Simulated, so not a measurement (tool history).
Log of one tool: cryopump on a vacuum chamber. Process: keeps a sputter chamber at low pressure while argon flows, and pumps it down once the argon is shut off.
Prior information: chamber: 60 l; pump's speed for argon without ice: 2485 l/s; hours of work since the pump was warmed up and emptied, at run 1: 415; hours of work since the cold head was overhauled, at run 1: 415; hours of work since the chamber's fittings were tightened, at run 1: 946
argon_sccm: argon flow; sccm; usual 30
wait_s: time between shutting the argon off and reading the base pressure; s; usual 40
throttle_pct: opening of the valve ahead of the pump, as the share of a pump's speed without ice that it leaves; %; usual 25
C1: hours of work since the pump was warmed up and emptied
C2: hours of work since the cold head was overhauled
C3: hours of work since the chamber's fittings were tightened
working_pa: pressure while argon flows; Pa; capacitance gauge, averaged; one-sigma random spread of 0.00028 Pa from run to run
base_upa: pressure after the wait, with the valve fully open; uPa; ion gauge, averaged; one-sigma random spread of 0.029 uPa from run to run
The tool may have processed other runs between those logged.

Run 1, hour 0.0: usual settings; C1 415; C2 415; C3 946. Result: working_pa 0.0851 Pa, base_upa 1.87 uPa.
Run 2, hour 29.5: usual settings but wait_s 105 s; C1 428; C2 428; C3 960. Result: working_pa 0.0854 Pa, base_upa 1.16 uPa.
Run 3, hour 60.1: usual settings but wait_s 105 s; C1 442; C2 442; C3 973. Result: working_pa 0.0864 Pa, base_upa 1.14 uPa.
Run 4, hour 102.2: usual settings; C1 461; C2 461; C3 992. Result: working_pa 0.0851 Pa, base_upa 1.95 uPa.
Run 5, hour 142.9: usual settings; C1 479; C2 479; C3 1011. Result: working_pa 0.0856 Pa, base_upa 1.92 uPa.
Run 6, hour 172.5: usual settings; C1 493; C2 493; C3 1024. Result: working_pa 0.0861 Pa, base_upa 1.92 uPa.
At hour 203.3: pump warmed up, emptied and cooled again.
Run 7, hour 217.0: usual settings; C1 6; C2 511; C3 1042. Result: working_pa 0.0819 Pa, base_upa 1.84 uPa.
Run 8, hour 252.0: usual settings but argon_sccm 50 sccm, wait_s 57 s, throttle_pct 20 %; C1 22; C2 527; C3 1058. Result: working_pa 0.1708 Pa, base_upa 1.48 uPa.
Run 9, hour 296.7: usual settings but argon_sccm 31 sccm, wait_s 57 s, throttle_pct 28 %; C1 42; C2 547; C3 1078. Result: working_pa 0.0763 Pa, base_upa 1.45 uPa.
Run 10, hour 342.0: usual settings but wait_s 199 s; C1 63; C2 567; C3 1099. Result: working_pa 0.0820 Pa, base_upa 0.88 uPa.
Run 11, hour 378.1: usual settings but wait_s 199 s; C1 79; C2 584; C3 1115. Result: working_pa 0.0826 Pa, base_upa 0.91 uPa.
Run 12, hour 403.4: usual settings but argon_sccm 46 sccm, wait_s 108 s, throttle_pct 27 %; C1 91; C2 595; C3 1127. Result: working_pa 0.1165 Pa, base_upa 1.07 uPa.
Run 13, hour 424.2: usual settings but argon_sccm 46 sccm, wait_s 108 s, throttle_pct 27 %; C1 100; C2 605; C3 1136. Result: working_pa 0.1178 Pa, base_upa 1.12 uPa.
Run 14, hour 474.9: usual settings but argon_sccm 46 sccm, wait_s 108 s, throttle_pct 27 %; C1 123; C2 628; C3 1159. Result: working_pa 0.1176 Pa, base_upa 1.13 uPa.

What differs in the tool's unlogged condition from the final listed run ahead of each entry between runs to the first listed run following it?
After run 6, before run 7: pump warmed up, emptied and cooled again (hour 203.3)
  pump's speed, % of a pump's without ice: 82.3 -> 99.3; leak into the chamber, uPa l/s: 1427 -> 1445
  measured value less the no-hidden-state value, working_pa: +0.0046 -> +0.0002 Pa; base_upa: +0.58 -> +0.47 uPa

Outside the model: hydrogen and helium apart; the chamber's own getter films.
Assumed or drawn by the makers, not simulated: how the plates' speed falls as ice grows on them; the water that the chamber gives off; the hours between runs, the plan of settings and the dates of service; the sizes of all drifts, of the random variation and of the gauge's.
